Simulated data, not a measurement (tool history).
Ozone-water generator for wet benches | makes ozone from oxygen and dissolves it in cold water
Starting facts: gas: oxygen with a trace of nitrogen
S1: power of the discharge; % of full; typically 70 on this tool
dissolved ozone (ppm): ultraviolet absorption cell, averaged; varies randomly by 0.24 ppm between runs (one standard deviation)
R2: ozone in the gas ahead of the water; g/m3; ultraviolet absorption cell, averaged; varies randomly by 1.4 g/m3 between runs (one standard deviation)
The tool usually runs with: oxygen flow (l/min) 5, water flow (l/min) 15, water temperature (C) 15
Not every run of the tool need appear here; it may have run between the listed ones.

{"run": 1, "hour": 0.0, "S1": 70, "oxygen flow (l/min)": 5, "water flow (l/min)": 15, "water temperature (C)": 15, "dissolved ozone (ppm)": 36.7, "R2": 263.5}
{"run": 2, "hour": 83.1, "S1": 70, "oxygen flow (l/min)": 5, "water flow (l/min)": 15, "water temperature (C)": 15, "dissolved ozone (ppm)": 36.7, "R2": 263.8}
{"run": 3, "hour": 175.2, "S1": 70, "oxygen flow (l/min)": 5, "water flow (l/min)": 15, "water temperature (C)": 15, "dissolved ozone (ppm)": 37, "R2": 264.2}
{"run": 4, "hour": 265.4, "S1": 70, "oxygen flow (l/min)": 5, "water flow (l/min)": 15, "water temperature (C)": 15, "dissolved ozone (ppm)": 36.7, "R2": 261.5}
{"run": 5, "hour": 340.4, "S1": 70, "oxygen flow (l/min)": 5, "water flow (l/min)": 15, "water temperature (C)": 15, "dissolved ozone (ppm)": 37.2, "R2": 262}
{"run": 6, "hour": 387.3, "S1": 70, "oxygen flow (l/min)": 5, "water flow (l/min)": 15, "water temperature (C)": 15, "dissolved ozone (ppm)": 37, "R2": 261.1}
{"run": 7, "hour": 438.0, "S1": 64, "oxygen flow (l/min)": 5, "water flow (l/min)": 15, "water temperature (C)": 15, "dissolved ozone (ppm)": 34.2, "R2": 242.6}
{"run": 8, "hour": 506.5, "S1": 70, "oxygen flow (l/min)": 5, "water flow (l/min)": 15, "water temperature (C)": 8, "dissolved ozone (ppm)": 41.2, "R2": 261.7}
{"run": 9, "hour": 597.2, "S1": 70, "oxygen flow (l/min)": 5, "water flow (l/min)": 15, "water temperature (C)": 8, "dissolved ozone (ppm)": 41.2, "R2": 260.9}
{"run": 10, "hour": 665.5, "S1": 70, "oxygen flow (l/min)": 5, "water flow (l/min)": 15, "water temperature (C)": 8, "dissolved ozone (ppm)": 41.1, "R2": 259.7}
{"run": 11, "hour": 729.9, "S1": 70, "oxygen flow (l/min)": 5, "water flow (l/min)": 15, "water temperature (C)": 15, "dissolved ozone (ppm)": 37.1, "R2": 258}
{"run": 12, "hour": 785.7, "S1": 70, "oxygen flow (l/min)": 5, "water flow (l/min)": 15, "water temperature (C)": 15, "dissolved ozone (ppm)": 37.2, "R2": 256.9}
{"run": 13, "hour": 830.6, "S1": 70, "oxygen flow (l/min)": 5, "water flow (l/min)": 15, "water temperature (C)": 15, "dissolved ozone (ppm)": 37.3, "R2": 256.1}
{"run": 14, "hour": 869.4, "S1": 70, "oxygen flow (l/min)": 5, "water flow (l/min)": 15, "water temperature (C)": 15, "dissolved ozone (ppm)": 37, "R2": 257.8}
{"run": 15, "hour": 920.5, "S1": 70, "oxygen flow (l/min)": 5, "water flow (l/min)": 15, "water temperature (C)": 12, "dissolved ozone (ppm)": 38.8, "R2": 256.5}
{"run": 16, "hour": 982.1, "S1": 70, "oxygen flow (l/min)": 5, "water flow (l/min)": 15, "water temperature (C)": 15, "dissolved ozone (ppm)": 36.7, "R2": 265.4}
{"run": 17, "hour": 1074.9, "S1": 70, "oxygen flow (l/min)": 5, "water flow (l/min)": 15, "water temperature (C)": 15, "dissolved ozone (ppm)": 36.8, "R2": 262.9}
{"run": 18, "hour": 1156.2, "S1": 46, "oxygen flow (l/min)": 5, "water flow (l/min)": 15, "water temperature (C)": 15, "dissolved ozone (ppm)": 25.6, "R2": 181.3}
{"run": 19, "hour": 1234.8, "S1": 46, "oxygen flow (l/min)": 5, "water flow (l/min)": 15, "water temperature (C)": 15, "dissolved ozone (ppm)": 25.8, "R2": 179.4}
{"run": 20, "hour": 1303.4, "S1": 70, "oxygen flow (l/min)": 5.66, "water flow (l/min)": 12, "water temperature (C)": 21, "dissolved ozone (ppm)": 37.3, "R2": 242.1}
{"run": 21, "hour": 1384.5, "S1": 70, "oxygen flow (l/min)": 5.66, "water flow (l/min)": 12, "water temperature (C)": 21, "dissolved ozone (ppm)": 37.7, "R2": 242.7}
{"run": 22, "hour": 1424.0, "S1": 70, "oxygen flow (l/min)": 5, "water flow (l/min)": 15, "water temperature (C)": 9, "dissolved ozone (ppm)": 40.3, "R2": 259.2}
{"run": 23, "hour": 1494.5, "S1": 70, "oxygen flow (l/min)": 5, "water flow (l/min)": 15, "water temperature (C)": 9, "dissolved ozone (ppm)": 40.5, "R2": 259.4}
{"run": 24, "hour": 1536.4, "S1": 45, "oxygen flow (l/min)": 6.11, "water flow (l/min)": 15, "water temperature (C)": 22, "dissolved ozone (ppm)": 21.6, "R2": 155.3}
{"run": 25, "hour": 1576.4, "S1": 61, "oxygen flow (l/min)": 3.24, "water flow (l/min)": 15, "water temperature (C)": 8, "dissolved ozone (ppm)": 36, "R2": 298.1}
{"run": 26, "hour": 1624.6, "S1": 71, "oxygen flow (l/min)": 6.78, "water flow (l/min)": 13, "water temperature (C)": 16, "dissolved ozone (ppm)": 38.2, "R2": 220.1}
{"run": 27, "hour": 1679.1, "S1": 71, "oxygen flow (l/min)": 6.78, "water flow (l/min)": 13, "water temperature (C)": 16, "dissolved ozone (ppm)": 38.6, "R2": 216.6}
{"run": 28, "hour": 1765.1, "S1": 71, "oxygen flow (l/min)": 3.64, "water flow (l/min)": 13, "water temperature (C)": 12, "dissolved ozone (ppm)": 44.2, "R2": 313.9}
{"run": 29, "hour": 1851.9, "S1": 71, "oxygen flow (l/min)": 3.64, "water flow (l/min)": 15, "water temperature (C)": 10, "dissolved ozone (ppm)": 41, "R2": 313.3}
{"run": 30, "hour": 1928.6, "S1": 71, "oxygen flow (l/min)": 4.11, "water flow (l/min)": 15, "water temperature (C)": 10, "dissolved ozone (ppm)": 40.2, "R2": 289.3}
{"run": 31, "hour": 1988.1, "S1": 70, "oxygen flow (l/min)": 5, "water flow (l/min)": 12, "water temperature (C)": 9, "dissolved ozone (ppm)": 47, "R2": 255.3}
{"run": 32, "hour": 2046.2, "S1": 55, "oxygen flow (l/min)": 7.98, "water flow (l/min)": 15, "water temperature (C)": 15, "dissolved ozone (ppm)": 28.1, "R2": 156}
{"run": 33, "hour": 2115.2, "S1": 55, "oxygen flow (l/min)": 7.98, "water flow (l/min)": 15, "water temperature (C)": 15, "dissolved ozone (ppm)": 28.4, "R2": 153.4}

Put back what was entered between runs (2 entries, withheld): which listed runs does each sit between, and how does the hidden state differ from the listed run before to the listed run after?
In the gap between runs 15 and 16: gauge calibrated (hour 977.1)
  drift of the gauge itself on gas_g_m3, %: -2.81 -> -0.02
  difference, measured minus the result without the unlogged condition, R2: -7.8 -> -0.4 g/m3
In the gap between runs 16 and 17: water thermometer calibrated (hour 1052.1)
  drift of the gauge itself on gas_g_m3, %: -0.02 -> -0.3
  difference, measured minus the result without the unlogged condition, R2: -0.4 -> -1.2 g/m3
